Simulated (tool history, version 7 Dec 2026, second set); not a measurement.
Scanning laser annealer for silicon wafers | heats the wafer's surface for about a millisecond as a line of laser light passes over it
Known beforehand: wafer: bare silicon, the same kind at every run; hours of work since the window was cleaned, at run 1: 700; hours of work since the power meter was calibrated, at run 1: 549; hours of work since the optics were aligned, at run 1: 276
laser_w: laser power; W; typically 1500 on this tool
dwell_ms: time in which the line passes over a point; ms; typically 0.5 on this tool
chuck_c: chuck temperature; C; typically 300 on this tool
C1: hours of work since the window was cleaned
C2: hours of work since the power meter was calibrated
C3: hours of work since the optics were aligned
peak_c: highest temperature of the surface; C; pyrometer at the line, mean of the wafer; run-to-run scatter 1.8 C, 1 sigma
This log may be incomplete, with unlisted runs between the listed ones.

{"run": 1, "day": 0.0, "laser_w": 1500, "dwell_ms": 0.5, "chuck_c": 300, "C1": 700, "C2": 549, "C3": 276, "peak_c": 982}
{"run": 2, "day": 0.612, "laser_w": 1500, "dwell_ms": 0.5, "chuck_c": 300, "C1": 712, "C2": 561, "C3": 288, "peak_c": 979}
{"run": 3, "day": 1.238, "laser_w": 1500, "dwell_ms": 0.5, "chuck_c": 300, "C1": 724, "C2": 573, "C3": 300, "peak_c": 979}
{"run": 4, "day": 2.117, "laser_w": 1500, "dwell_ms": 0.534, "chuck_c": 300, "C1": 740, "C2": 590, "C3": 316, "peak_c": 1003}
{"run": 5, "day": 2.896, "laser_w": 1500, "dwell_ms": 0.5, "chuck_c": 300, "C1": 755, "C2": 605, "C3": 331, "peak_c": 979}
{"run": 6, "day": 3.442, "laser_w": 1500, "dwell_ms": 0.5, "chuck_c": 300, "C1": 766, "C2": 615, "C3": 342, "peak_c": 979}
{"run": 7, "day": 3.921, "laser_w": 1500, "dwell_ms": 0.5, "chuck_c": 270, "C1": 775, "C2": 624, "C3": 351, "peak_c": 948}
{"run": 8, "day": 4.5, "laser_w": 1500, "dwell_ms": 0.5, "chuck_c": 300, "C1": 786, "C2": 635, "C3": 362, "peak_c": 980}
{"run": 9, "day": 5.225, "laser_w": 1500, "dwell_ms": 0.5, "chuck_c": 300, "C1": 800, "C2": 649, "C3": 376, "peak_c": 976}
{"run": 10, "day": 5.617, "laser_w": 1500, "dwell_ms": 0.5, "chuck_c": 286, "C1": 807, "C2": 656, "C3": 383, "peak_c": 965}
{"run": 11, "day": 6.462, "laser_w": 1500, "dwell_ms": 0.5, "chuck_c": 312, "C1": 823, "C2": 673, "C3": 399, "peak_c": 988}
{"run": 12, "day": 7.162, "laser_w": 1500, "dwell_ms": 0.5, "chuck_c": 312, "C1": 837, "C2": 686, "C3": 413, "peak_c": 987}
{"run": 13, "day": 8.012, "laser_w": 1500, "dwell_ms": 0.5, "chuck_c": 312, "C1": 853, "C2": 702, "C3": 429, "peak_c": 987}
{"run": 14, "day": 8.538, "laser_w": 1551, "dwell_ms": 0.53, "chuck_c": 335, "C1": 863, "C2": 712, "C3": 439, "peak_c": 1056}
{"run": 15, "day": 8.892, "laser_w": 1551, "dwell_ms": 0.53, "chuck_c": 294, "C1": 870, "C2": 719, "C3": 445, "peak_c": 1018}
{"run": 16, "day": 9.729, "laser_w": 1289, "dwell_ms": 0.44, "chuck_c": 325, "C1": 885, "C2": 735, "C3": 461, "peak_c": 843}
{"run": 17, "day": 10.542, "laser_w": 1500, "dwell_ms": 0.62, "chuck_c": 325, "C1": 901, "C2": 750, "C3": 477, "peak_c": 1070}
{"run": 18, "day": 10.967, "laser_w": 1500, "dwell_ms": 0.62, "chuck_c": 325, "C1": 909, "C2": 758, "C3": 485, "peak_c": 1068}
{"run": 19, "day": 11.671, "laser_w": 1497, "dwell_ms": 0.351, "chuck_c": 302, "C1": 922, "C2": 772, "C3": 498, "peak_c": 867}
{"run": 20, "day": 12.038, "laser_w": 1499, "dwell_ms": 0.502, "chuck_c": 287, "C1": 929, "C2": 779, "C3": 505, "peak_c": 958}
{"run": 21, "day": 12.692, "laser_w": 1308, "dwell_ms": 0.5, "chuck_c": 300, "C1": 942, "C2": 791, "C3": 518, "peak_c": 856}
{"run": 22, "day": 13.521, "laser_w": 1407, "dwell_ms": 0.53, "chuck_c": 300, "C1": 958, "C2": 807, "C3": 534, "peak_c": 930}
{"day": 14.062, "done": "window over the wafer cleaned"}
{"run": 23, "day": 14.162, "laser_w": 1415, "dwell_ms": 0.449, "chuck_c": 267, "C1": 2, "C2": 818, "C3": 544, "peak_c": 872}
{"run": 24, "day": 14.521, "laser_w": 1641, "dwell_ms": 0.453, "chuck_c": 316, "C1": 9, "C2": 824, "C3": 551, "peak_c": 1055}
{"run": 25, "day": 15.012, "laser_w": 1500, "dwell_ms": 0.453, "chuck_c": 300, "C1": 18, "C2": 834, "C3": 560, "peak_c": 957}

Consider 4 possible next runs. They are alternatives, not a sequence: every one starts from the tool as it was left by run 25. What does each give?
{"run": "A", "day": 15.904, "laser_w": 1546, "dwell_ms": 0.504, "chuck_c": 274, "C1": 35, "C2": 851, "C3": 577, "peak_c": "?"}
{"run": "B", "day": 15.904, "laser_w": 1297, "dwell_ms": 0.458, "chuck_c": 300, "C1": 35, "C2": 851, "C3": 577, "peak_c": "?"}
{"run": "C", "day": 15.904, "laser_w": 1500, "dwell_ms": 0.51, "chuck_c": 298, "C1": 35, "C2": 851, "C3": 577, "peak_c": "?"}
{"run": "D", "day": 15.904, "laser_w": 1483, "dwell_ms": 0.449, "chuck_c": 273, "C1": 35, "C2": 851, "C3": 577, "peak_c": "?"}

run=A peak_c=994
run=B peak_c=841
run=C peak_c=993
run=D peak_c=914
The same runs, with their run-to-run variation unchanged, on a tool lacking any hidden condition would have given:
run=A peak_c=1017
run=B peak_c=859
run=C peak_c=1015
run=D peak_c=935
